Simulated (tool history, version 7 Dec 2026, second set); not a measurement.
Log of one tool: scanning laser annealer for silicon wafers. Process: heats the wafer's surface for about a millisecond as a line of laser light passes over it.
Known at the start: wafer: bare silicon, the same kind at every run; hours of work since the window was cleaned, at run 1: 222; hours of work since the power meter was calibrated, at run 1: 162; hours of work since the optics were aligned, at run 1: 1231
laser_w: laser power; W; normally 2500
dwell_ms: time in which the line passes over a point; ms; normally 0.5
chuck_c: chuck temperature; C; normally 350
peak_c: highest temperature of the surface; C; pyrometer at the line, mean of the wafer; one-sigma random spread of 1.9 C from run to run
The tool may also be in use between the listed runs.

run	day	laser_w	dwell_ms	chuck_c	hours of work since the window was cleaned	hours of work since the power meter was calibrated	hours of work since the optics were aligned	peak_c
1	0	2500	0.5	350	222	162	1231	1096
2	1.229	2549	0.5	350	239	180	1249	1108
3	2.446	2500	0.5	348	256	197	1266	1089
4	3.483	2255	0.5	348	271	212	1281	999
5	4.912	2500	0.5	350	291	232	1301	1085
6	5.729	2500	0.5	350	303	243	1312	1085
7	6.538	2500	0.5	350	314	255	1324	1084
8	8.012	2500	0.5	350	335	276	1345	1078
9	8.871	2500	0.5	350	347	288	1357	1079
10	10.15	2500	0.5	350	366	306	1375	1073
11	10.979	2500	0.5	350	377	318	1387	1074
# day 12.083: window over the wafer cleaned
12	12.633	2500	0.5	350	8	340	1409	1119
13	14.05	2500	0.5	350	28	360	1429	1112
14	14.904	2500	0.5	350	40	372	1441	1116
15	15.971	2500	0.5	350	55	388	1457	1113
16	16.796	2500	0.5	350	67	399	1468	1108
17	17.954	2303	0.5	350	83	416	1485	1036
18	19.254	2500	0.5	350	102	434	1503	1107
19	20.454	2500	0.5	350	119	451	1520	1105
20	21.796	2500	0.5	350	138	470	1539	1102
21	22.579	2500	0.5	389	149	481	1550	1135
22	23.3	2500	0.5	389	159	492	1560	1136
23	24.371	2500	0.5	389	174	507	1576	1134
24	25.354	2444	0.368	389	188	521	1590	1017
25	26.775	2444	0.368	389	208	541	1610	1015
26	27.425	2444	0.368	389	218	550	1619	1014
27	28.146	2444	0.368	389	228	560	1629	1015
28	28.8	2444	0.535	389	237	570	1638	1129
29	29.571	2491	0.489	375	248	581	1649	1103
30	30.954	2326	0.5	350	268	600	1669	1019
31	32.512	2138	0.612	380	290	622	1691	1044
32	33.85	2138	0.612	380	309	641	1710	1041
33	35.146	2138	0.612	380	327	660	1728	1041
34	36.279	2138	0.612	380	343	676	1745	1038
35	37.583	2716	0.494	350	362	694	1763	1144
36	38.417	2716	0.494	312	374	706	1775	1104
# day 39.812: window over the wafer cleaned
37	39.812	2716	0.494	312	0	725	1793	1153
38	40.988	2500	0.598	376	17	741	1810	1206
39	41.788	2155	0.435	376	28	753	1821	975
40	42.792	2634	0.574	350	42	767	1836	1214
41	44.025	2634	0.574	350	60	784	1853	1211

Each run again, without the hidden state but with its own random variation kept:
The hidden state here: light that passes the window, % of a clean one's; laser's true power over the reading, %; width of the line over the set one, %; drift of the gauge itself on peak_c, C.
run	peak_c
1	1141
2	1156
3	1139
4	1044
5	1139
6	1140
7	1141
8	1137
9	1140
10	1136
11	1139
12	1140
13	1136
14	1141
15	1139
16	1136
17	1063
18	1139
19	1140
20	1139
21	1174
22	1176
23	1176
24	1053
25	1054
26	1055
27	1056
28	1180
29	1154
30	1069
31	1096
32	1095
33	1097
34	1096
35	1217
36	1178
37	1176
38	1232
39	995
40	1245
41	1244

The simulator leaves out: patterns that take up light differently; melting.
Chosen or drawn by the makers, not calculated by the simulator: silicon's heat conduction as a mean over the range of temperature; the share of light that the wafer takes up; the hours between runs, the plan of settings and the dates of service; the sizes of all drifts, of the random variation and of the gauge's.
